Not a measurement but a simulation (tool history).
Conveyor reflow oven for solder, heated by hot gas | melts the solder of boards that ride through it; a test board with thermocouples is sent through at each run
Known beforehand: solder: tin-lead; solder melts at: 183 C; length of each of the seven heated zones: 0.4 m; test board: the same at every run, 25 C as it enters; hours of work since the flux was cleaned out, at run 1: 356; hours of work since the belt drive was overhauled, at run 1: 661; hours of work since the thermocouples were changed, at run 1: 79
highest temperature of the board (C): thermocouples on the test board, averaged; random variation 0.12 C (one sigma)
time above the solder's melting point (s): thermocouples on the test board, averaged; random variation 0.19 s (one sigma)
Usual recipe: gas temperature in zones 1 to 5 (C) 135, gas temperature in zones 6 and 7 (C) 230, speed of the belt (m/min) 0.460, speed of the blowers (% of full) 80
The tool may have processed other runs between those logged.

run     day  gas temperature in zones 1 to 5 (C)  gas temperature in zones 6 and 7 (C)  speed of the belt (m/min)  speed of the blowers (% of full)  hours of work since the flux was cleaned out  hours of work since the belt drive was overhauled  hours of work since the thermocouples were changed  highest temperature of the board (C)  time above the solder's melting point (s)
  1   0.000                                  135                                   230                      0.460                                80                                           356                                                661                                                  79                                 212.6                                       72.3
  2   1.338                                  135                                   230                      0.460                                80                                           371                                                677                                                  95                                 212.5                                       72.3
  3   2.750                                  135                                   230                      0.460                                80                                           387                                                693                                                 111                                 212.4                                       72.2
  4   3.688                                  135                                   230                      0.460                                77                                           398                                                704                                                 122                                 211.7                                       71.3
  5   4.658                                  135                                   237                      0.460                                77                                           409                                                715                                                 133                                 217.5                                       78.1
  6   5.754                                  135                                   230                      0.460                                80                                           422                                                728                                                 146                                 212.1                                       71.8
  7   7.008                                  135                                   230                      0.460                                80                                           437                                                742                                                 160                                 212.0                                       71.9
  8   8.538                                  135                                   230                      0.460                                80                                           454                                                760                                                 178                                 212.0                                       72.0
      9.317  -- flux residue cleaned out of gas plates and filters
  9  10.233                                  135                                   230                      0.460                                80                                            11                                                777                                                 195                                 215.1                                       76.6
 10  11.646                                  135                                   230                      0.460                                80                                            27                                                793                                                 211                                 214.9                                       76.7
 11  12.638                                  135                                   236                      0.460                                80                                            38                                                805                                                 223                                 220.2                                       81.8
 12  13.954                                  135                                   236                      0.460                                80                                            54                                                820                                                 238                                 220.1                                       82.0
 13  15.400                                  135                                   236                      0.460                                80                                            70                                                836                                                 255                                 220.0                                       82.2
 14  16.425                                  135                                   236                      0.460                                80                                            82                                                848                                                 266                                 220.1                                       81.5
 15  17.846                                  135                                   230                      0.460                                80                                            98                                                865                                                 283                                 214.6                                       76.2
 16  19.371                                  147                                   229                      0.442                                77                                           116                                                882                                                 300                                 216.0                                       87.6
 17  20.304                                  140                                   218                      0.537                                64                                           127                                                893                                                 311                                 196.6                                       38.7
 18  21.171                                  135                                   242                      0.518                                67                                           137                                                903                                                 321                                 217.0                                       68.1
 19  22.408                                  135                                   242                      0.518                                67                                           151                                                917                                                 336                                 217.0                                       67.8
 20  23.229                                  121                                   225                      0.518                                67                                           161                                                927                                                 345                                 199.6                                       39.6
 21  24.379                                  124                                   240                      0.491                                80                                           174                                                940                                                 358                                 218.6                                       70.3
 22  25.871                                  124                                   240                      0.491                                80                                           191                                                957                                                 376                                 218.9                                       70.1
 23  26.758                                  149                                   239                      0.469                                78                                           201                                                968                                                 386                                 223.3                                       90.0
 24  27.904                                  149                                   229                      0.469                                78                                           215                                                981                                                 399                                 214.5                                       81.8
 25  28.858                                  149                                   229                      0.506                                78                                           226                                                992                                                 410                                 212.7                                       73.0
 26  30.379                                  125                                   228                      0.517                                70                                           243                                               1009                                                 428                                 203.5                                       47.5
 27  31.392                                  129                                   230                      0.460                                80                                           255                                               1021                                                 439                                 212.8                                       71.0
 28  32.071                                  129                                   230                      0.460                                80                                           263                                               1029                                                 447                                 212.5                                       71.1
 29  32.925                                  120                                   230                      0.497                                57                                           273                                               1039                                                 457                                 200.6                                       42.4
 30  33.900                                  133                                   230                      0.460                                80                                           284                                               1050                                                 468                                 213.2                                       73.6

Measured less the same run without the tool's hidden state. The same run-to-run variation is in both; the gauge's scatter may not be:
The hidden state here: heat that the gas passes to the board, % of a clean oven's; belt's true speed, % of the reading; true gas temperature in zones 6 and 7 over the reading, C; drift of the gauge itself on peak_c, C; drift of the gauge itself on liquid_s, %.
run  highest temperature of the board (C)  time above the solder's melting point (s)
  1                                  -2.7                                       -2.5
  2                                  -2.7                                       -2.6
  3                                  -2.8                                       -2.7
  4                                  -2.8                                       -2.8
  5                                  -2.9                                       -2.1
  6                                  -3.0                                       -3.0
  7                                  -3.1                                       -3.1
  8                                  -3.1                                       -3.2
  9                                  +0.0                                       +1.7
 10                                  -0.1                                       +1.6
 11                                  -0.1                                       +1.6
 12                                  -0.2                                       +1.5
 13                                  -0.3                                       +1.5
 14                                  -0.4                                       +1.4
 15                                  -0.5                                       +1.1
 16                                  -0.5                                       +1.4
 17                                  -0.4                                       +0.0
 18                                  -0.6                                       +1.0
 19                                  -0.7                                       +0.8
 20                                  -0.7                                       -0.4
 21                                  -1.0                                       +0.6
 22                                  -1.1                                       +0.4
 23                                  -0.9                                       +1.4
 24                                  -0.9                                       +0.8
 25                                  -1.0                                       +0.4
 26                                  -1.2                                       -0.9
 27                                  -1.4                                       -0.1
 28                                  -1.4                                       -0.2
 29                                  -1.1                                       -1.0
 30                                  -1.4                                       -0.1
